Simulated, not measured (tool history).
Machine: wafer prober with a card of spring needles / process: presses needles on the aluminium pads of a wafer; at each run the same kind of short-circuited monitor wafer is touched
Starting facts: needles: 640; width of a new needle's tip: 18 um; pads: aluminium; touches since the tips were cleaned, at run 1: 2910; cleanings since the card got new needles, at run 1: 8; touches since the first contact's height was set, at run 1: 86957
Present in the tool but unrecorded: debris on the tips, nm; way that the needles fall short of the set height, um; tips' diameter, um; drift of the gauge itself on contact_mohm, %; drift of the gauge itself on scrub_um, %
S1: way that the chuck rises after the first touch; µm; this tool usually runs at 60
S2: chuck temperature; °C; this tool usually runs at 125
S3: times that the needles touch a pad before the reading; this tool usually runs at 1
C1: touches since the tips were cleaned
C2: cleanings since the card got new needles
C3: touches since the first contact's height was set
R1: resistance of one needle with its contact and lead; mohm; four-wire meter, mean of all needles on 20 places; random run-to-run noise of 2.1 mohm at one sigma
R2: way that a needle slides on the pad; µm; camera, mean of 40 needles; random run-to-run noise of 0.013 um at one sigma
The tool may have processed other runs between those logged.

run	hour	S1	S2	S3	C1	C2	C3	R1	R2
1	0	60	125	1	2910	8	86957	328	14.33
2	12.5	60	50	1	8157	8	92204	415	14.33
# hour 14.1: tips cleaned on abrasive film
3	32.1	60	125	1	7589	9	100404	473	14.3
# hour 35.4: tips cleaned on abrasive film
4	43.8	60	125	1	3492	10	105244	354	14.26
# hour 56: tips cleaned on abrasive film
5	61.9	60	125	1	2500	11	112837	324	14.29
# hour 76.4: tips cleaned on abrasive film
6	77.7	60	125	1	549	12	119426	265	14.26
7	88.8	60	125	1	5172	12	124049	377	14.28
# hour 96.8: tips cleaned on abrasive film
8	106.5	60	125	1	4084	13	131448	356	14.26
# hour 118.4: tips cleaned on abrasive film
# hour 123: tips cleaned on abrasive film, once more
9	124.7	60	125	1	689	15	139003	259	14.24
10	135.8	60	125	3	5346	15	143660	286	14.22
# hour 143.5: tips cleaned on abrasive film
11	152.7	60	125	3	3841	16	150704	270	14.22
# hour 164.8: tips cleaned on abrasive film
12	170.6	60	125	3	2449	17	158206	264	14.21
# hour 185.3: tips cleaned on abrasive film
13	187.6	60	125	1	955	18	165295	274	14.2
# hour 206.7: tips cleaned on abrasive film
14	208.9	60	125	1	945	19	174205	275	14.2
15	218.8	60	125	1	5102	19	178362	390	14.19
# hour 227.4: tips cleaned on abrasive film
16	236.5	60	125	1	3843	20	185742	362	14.2
# hour 248.6: tips cleaned on abrasive film
# hour 248.9: height of the first contact set anew
17	256.1	79	93	1	3027	21	3027	293	19.02
# hour 270.2: tips cleaned on abrasive film
18	274.7	51	57	3	1870	22	10765	261	12.26
19	286.5	77	57	1	6817	22	15712	331	18.52
# hour 290.9: tips cleaned on abrasive film
20	298.9	77	57	1	3355	23	20888	294	18.5
21	307.9	58	94	1	7142	23	24675	427	13.94
# hour 311.4: tips cleaned on abrasive film
22	321.9	58	94	1	4372	24	30488	380	13.91
# hour 332.9: tips cleaned on abrasive film
23	334.8	58	94	1	791	25	35877	265	13.91
24	343.7	58	94	1	4515	25	39601	376	13.9
# hour 353.2: tips cleaned on abrasive film
25	354.7	67	40	1	607	26	44187	231	16.06
26	371.6	67	40	1	7695	26	51275	381	16.07
# hour 373.5: tips cleaned on abrasive film
27	386.4	62	44	1	5404	27	57440	385	14.84
# hour 394.9: tips cleaned on abrasive film
28	400.6	45	125	2	2408	28	63376	328	10.75
# hour 416: tips cleaned on abrasive film
29	416	45	125	2	0	29	69819	240	10.71
30	425.1	68	44	1	3809	29	73628	325	16.29
# hour 438.2: tips cleaned on abrasive film
31	441.4	68	44	1	1351	30	80426	265	16.27
32	454.2	63	68	1	6735	30	85810	393	15.04

Measured minus without-hidden-state, run by run (identical run-to-run variation in each term; gauge scatter may differ):
run	R1	R2
1	+104	-0.09
2	+210	-0.08
3	+250	-0.15
4	+128	-0.16
5	+97	-0.17
6	+36	-0.18
7	+156	-0.17
8	+131	-0.18
9	+35	-0.21
10	+59	-0.21
11	+46	-0.22
12	+40	-0.22
13	+45	-0.23
14	+49	-0.24
15	+162	-0.24
16	+137	-0.25
17	+79	+0
18	+50	-0.01
19	+128	-0.01
20	+91	-0.02
21	+208	-0.02
22	+163	-0.04
23	+47	-0.04
24	+158	-0.04
25	+31	-0.06
26	+178	-0.06
27	+179	-0.06
28	+98	-0.08
29	+12	-0.1
30	+121	-0.09
31	+61	-0.11
32	+184	-0.1
